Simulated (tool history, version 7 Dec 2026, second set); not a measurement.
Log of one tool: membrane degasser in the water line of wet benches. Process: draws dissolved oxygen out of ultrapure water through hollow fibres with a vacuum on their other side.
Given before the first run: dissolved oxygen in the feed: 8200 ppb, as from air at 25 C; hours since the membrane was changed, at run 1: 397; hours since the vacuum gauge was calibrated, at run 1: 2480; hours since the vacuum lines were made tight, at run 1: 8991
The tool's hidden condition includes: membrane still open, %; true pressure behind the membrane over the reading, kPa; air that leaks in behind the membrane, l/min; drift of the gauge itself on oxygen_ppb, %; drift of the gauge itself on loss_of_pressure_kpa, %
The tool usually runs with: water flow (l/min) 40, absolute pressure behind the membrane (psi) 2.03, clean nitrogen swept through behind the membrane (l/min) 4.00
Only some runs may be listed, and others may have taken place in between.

run,hour,water flow (l/min),absolute pressure behind the membrane (psi),clean nitrogen swept through behind the membrane (l/min),hours since the membrane was changed,hours since the vacuum gauge was calibrated,hours since the vacuum lines were made tight,dissolved oxygen in the water behind the degasser (ppb),pressure that the water loses in the fibres (psi)
1,0.0,40,2.03,4.00,397,2480,8991,494.0,4.688
2,43.9,44,2.03,4.00,441,2524,9035,591.3,5.268
3,96.8,40,2.03,4.00,494,2577,9088,503.3,4.728
4,169.3,40,4.99,4.00,566,2650,9160,911.8,4.741
5,244.4,33,4.99,4.00,641,2725,9235,727.6,3.929
6,289.1,40,2.03,4.00,686,2769,9280,507.9,4.753
7,382.3,28,2.03,4.00,779,2863,9373,266.0,3.337
8,460.9,40,1.32,4.00,858,2941,9452,402.5,4.778
9,544.1,40,3.48,4.00,941,3024,9535,710.5,4.702
10,621.1,40,3.48,4.00,1018,3101,9612,726.2,4.763
11,661.8,33,2.03,4.00,1059,3142,9653,354.4,3.939
12,731.1,33,2.03,4.00,1128,3211,9722,357.0,3.960
13,811.8,33,2.03,4.00,1209,3292,9803,357.6,3.932
14,884.2,40,2.03,4.00,1281,3365,9875,502.7,4.791
15,953.2,40,2.03,4.00,1350,3434,9944,514.0,4.725
# hour 978.7: vacuum gauge calibrated
16,996.0,53,2.03,4.00,1392,17,9986,821.1,6.325
17,1037.6,34,2.03,4.00,1434,59,10028,382.3,4.038
18,1126.1,34,2.03,4.00,1523,147,10117,372.5,4.015
19,1190.6,40,2.03,9.59,1587,212,10181,373.2,4.799
20,1240.6,40,2.03,9.59,1637,262,10231,377.3,4.792
21,1320.2,41,2.03,1.74,1717,341,10311,790.5,4.846
22,1363.1,24,2.03,3.33,1760,384,10354,241.0,2.866
23,1410.3,40,4.48,4.00,1807,432,10401,840.4,4.757
24,1472.6,30,3.07,1.73,1869,494,10463,760.8,3.609
25,1535.0,28,1.84,1.73,1931,556,10525,429.2,3.384
26,1574.7,28,1.84,1.73,1971,596,10565,419.3,3.330
27,1637.6,50,1.31,4.00,2034,659,10628,619.9,5.961
28,1711.7,44,3.64,4.00,2108,733,10702,840.3,5.229
29,1752.1,26,1.42,3.03,2149,773,10743,203.8,3.081
30,1842.9,26,1.42,3.03,2239,864,10833,199.6,3.147
31,1906.8,26,2.12,3.03,2303,928,10897,299.9,3.101
32,1995.2,26,2.12,3.03,2392,1017,10986,297.4,3.104
33,2057.1,33,2.39,1.62,2454,1078,11048,713.9,3.948

Pick out some run-to-run changes in dissolved oxygen in the water behind the degasser (ppb). Of each, how much would a tool without hidden state show as well, from the settings, what came in and chance, and how much is left for the hidden state and any gauge scatter not in both results compared?
Run 3 -> 4: absolute pressure behind the membrane (psi) 2.03 -> 4.99. dissolved oxygen in the water behind the degasser (ppb) +408.5: hidden state +5.5, all else +403.0.
Run 21 -> 22: water flow (l/min) 41 -> 24, clean nitrogen swept through behind the membrane (l/min) 1.74 -> 3.33. dissolved oxygen in the water behind the degasser (ppb) -549.5: hidden state -3.4, all else -546.1.
Run 22 -> 23: water flow (l/min) 24 -> 40, absolute pressure behind the membrane (psi) 2.03 -> 4.48, clean nitrogen swept through behind the membrane (l/min) 3.33 -> 4.00. dissolved oxygen in the water behind the degasser (ppb) +599.4: hidden state +6.6, all else +592.8.
Run 28 -> 29: water flow (l/min) 44 -> 26, absolute pressure behind the membrane (psi) 3.64 -> 1.42, clean nitrogen swept through behind the membrane (l/min) 4.00 -> 3.03. dissolved oxygen in the water behind the degasser (ppb) -636.5: hidden state -7.4, all else -629.1.

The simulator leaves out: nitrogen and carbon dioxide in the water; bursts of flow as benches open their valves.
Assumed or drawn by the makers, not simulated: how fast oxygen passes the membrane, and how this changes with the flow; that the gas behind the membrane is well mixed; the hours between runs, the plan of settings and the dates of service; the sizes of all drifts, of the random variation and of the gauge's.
